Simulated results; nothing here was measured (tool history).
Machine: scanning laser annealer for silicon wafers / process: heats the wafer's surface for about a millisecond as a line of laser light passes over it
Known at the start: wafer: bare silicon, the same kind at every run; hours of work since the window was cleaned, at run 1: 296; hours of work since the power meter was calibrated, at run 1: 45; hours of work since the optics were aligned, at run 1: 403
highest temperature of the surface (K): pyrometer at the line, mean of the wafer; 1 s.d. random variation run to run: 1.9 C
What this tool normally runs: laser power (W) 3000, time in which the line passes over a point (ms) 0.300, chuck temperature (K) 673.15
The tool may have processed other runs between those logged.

| run | hour | laser power (W) | time in which the line passes over a point (ms) | chuck temperature (K) | hours of work since the window was cleaned | hours of work since the power meter was calibrated | hours of work since the optics were aligned | highest temperature of the surface (K) |
|---|---|---|---|---|---|---|---|---|
| 1 | 0.0 | 3000 | 0.300 | 673.15 | 296 | 45 | 403 | 1363.15 |
| 2 | 7.0 | 3000 | 0.222 | 673.15 | 299 | 48 | 406 | 1261.15 |
| 3 | 17.2 | 3000 | 0.222 | 673.15 | 303 | 52 | 410 | 1259.15 |
| 4 | 30.1 | 3000 | 0.222 | 673.15 | 308 | 57 | 415 | 1260.15 |
| 5 | 37.7 | 3000 | 0.222 | 673.15 | 311 | 60 | 419 | 1258.15 |
| 6 | 50.7 | 3000 | 0.222 | 673.15 | 317 | 65 | 424 | 1259.15 |
| 7 | 59.7 | 3000 | 0.300 | 673.15 | 320 | 69 | 427 | 1366.15 |
| 8 | 65.8 | 3000 | 0.300 | 695.15 | 323 | 72 | 430 | 1386.15 |
| 9 | 79.1 | 2892 | 0.300 | 673.15 | 328 | 77 | 435 | 1337.15 |
| 10 | 86.3 | 2892 | 0.300 | 673.15 | 331 | 80 | 438 | 1336.15 |
| 11 | 97.1 | 2892 | 0.300 | 673.15 | 335 | 84 | 443 | 1341.15 |
| 12 | 111.2 | 2892 | 0.300 | 673.15 | 341 | 90 | 448 | 1338.15 |
| 13 | 122.3 | 2892 | 0.300 | 673.15 | 345 | 94 | 453 | 1336.15 |
| 14 | 135.0 | 3000 | 0.370 | 673.15 | 351 | 99 | 458 | 1445.15 |
| 15 | 147.9 | 3000 | 0.370 | 673.15 | 356 | 105 | 463 | 1444.15 |
|  | 155.4 | window over the wafer cleaned |
| 16 | 162.7 | 3000 | 0.370 | 673.15 | 3 | 110 | 468 | 1464.15 |
| 17 | 168.9 | 3000 | 0.300 | 647.15 | 5 | 112 | 471 | 1351.15 |
| 18 | 182.2 | 3000 | 0.300 | 700.15 | 11 | 118 | 476 | 1404.15 |
| 19 | 192.2 | 3000 | 0.300 | 700.15 | 15 | 122 | 480 | 1408.15 |
| 20 | 199.6 | 3000 | 0.300 | 693.15 | 18 | 125 | 483 | 1399.15 |
| 21 | 211.1 | 3000 | 0.300 | 693.15 | 22 | 129 | 488 | 1396.15 |
| 22 | 224.0 | 3000 | 0.300 | 693.15 | 28 | 134 | 493 | 1401.15 |
| 23 | 230.4 | 2615 | 0.300 | 710.15 | 30 | 137 | 495 | 1320.15 |
| 24 | 239.9 | 2615 | 0.339 | 688.15 | 34 | 141 | 499 | 1339.15 |
| 25 | 247.8 | 3195 | 0.307 | 673.15 | 37 | 144 | 502 | 1430.15 |
| 26 | 257.7 | 3195 | 0.307 | 673.15 | 41 | 148 | 506 | 1436.15 |
| 27 | 265.7 | 2846 | 0.223 | 673.15 | 44 | 151 | 510 | 1239.15 |
| 28 | 278.7 | 2963 | 0.223 | 673.15 | 50 | 157 | 515 | 1262.15 |
| 29 | 289.7 | 3000 | 0.214 | 686.15 | 54 | 161 | 519 | 1272.15 |
| 30 | 296.6 | 3000 | 0.221 | 657.15 | 57 | 164 | 522 | 1251.15 |
| 31 | 307.6 | 2888 | 0.239 | 697.15 | 61 | 168 | 527 | 1293.15 |
| 32 | 316.7 | 2742 | 0.345 | 686.15 | 65 | 172 | 530 | 1375.15 |
| 33 | 325.5 | 2742 | 0.345 | 686.15 | 69 | 175 | 534 | 1375.15 |
| 34 | 334.0 | 3174 | 0.300 | 673.15 | 72 | 179 | 537 | 1417.15 |
| 35 | 343.3 | 2603 | 0.300 | 635.15 | 76 | 183 | 541 | 1239.15 |
| 36 | 352.5 | 2603 | 0.300 | 635.15 | 79 | 186 | 545 | 1239.15 |
| 37 | 359.6 | 2603 | 0.300 | 635.15 | 82 | 189 | 548 | 1238.15 |
| 38 | 369.6 | 3000 | 0.290 | 659.15 | 86 | 193 | 552 | 1347.15 |
| 39 | 380.5 | 2895 | 0.300 | 660.15 | 91 | 198 | 556 | 1337.15 |
| 40 | 386.5 | 3000 | 0.252 | 673.15 | 93 | 200 | 558 | 1310.15 |
| 41 | 393.7 | 3247 | 0.238 | 708.15 | 96 | 203 | 561 | 1379.15 |
| 42 | 402.2 | 3095 | 0.314 | 709.15 | 99 | 206 | 565 | 1451.15 |

Table of differences, measured result less the result of that run with no hidden state. Run-to-run variation is the same in both. Gauge scatter possibly is not:
Hidden state present: light that passes the window, % of a clean one's; laser's true power over the reading, %; width of the line over the set one, %; drift of the gauge itself on peak_c, C.
| run | highest temperature of the surface (K) |
|---|---|
| 1 | -23.00 |
| 2 | -20.00 |
| 3 | -20.00 |
| 4 | -20.00 |
| 5 | -21.00 |
| 6 | -20.00 |
| 7 | -24.00 |
| 8 | -24.00 |
| 9 | -24.00 |
| 10 | -24.00 |
| 11 | -24.00 |
| 12 | -25.00 |
| 13 | -25.00 |
| 14 | -30.00 |
| 15 | -30.00 |
| 16 | -10.00 |
| 17 | -9.00 |
| 18 | -10.00 |
| 19 | -10.00 |
| 20 | -10.00 |
| 21 | -11.00 |
| 22 | -11.00 |
| 23 | -10.00 |
| 24 | -10.00 |
| 25 | -12.00 |
| 26 | -13.00 |
| 27 | -10.00 |
| 28 | -11.00 |
| 29 | -11.00 |
| 30 | -11.00 |
| 31 | -12.00 |
| 32 | -14.00 |
| 33 | -14.00 |
| 34 | -15.00 |
| 35 | -12.00 |
| 36 | -12.00 |
| 37 | -13.00 |
| 38 | -14.00 |
| 39 | -14.00 |
| 40 | -14.00 |
| 41 | -15.00 |
| 42 | -17.00 |
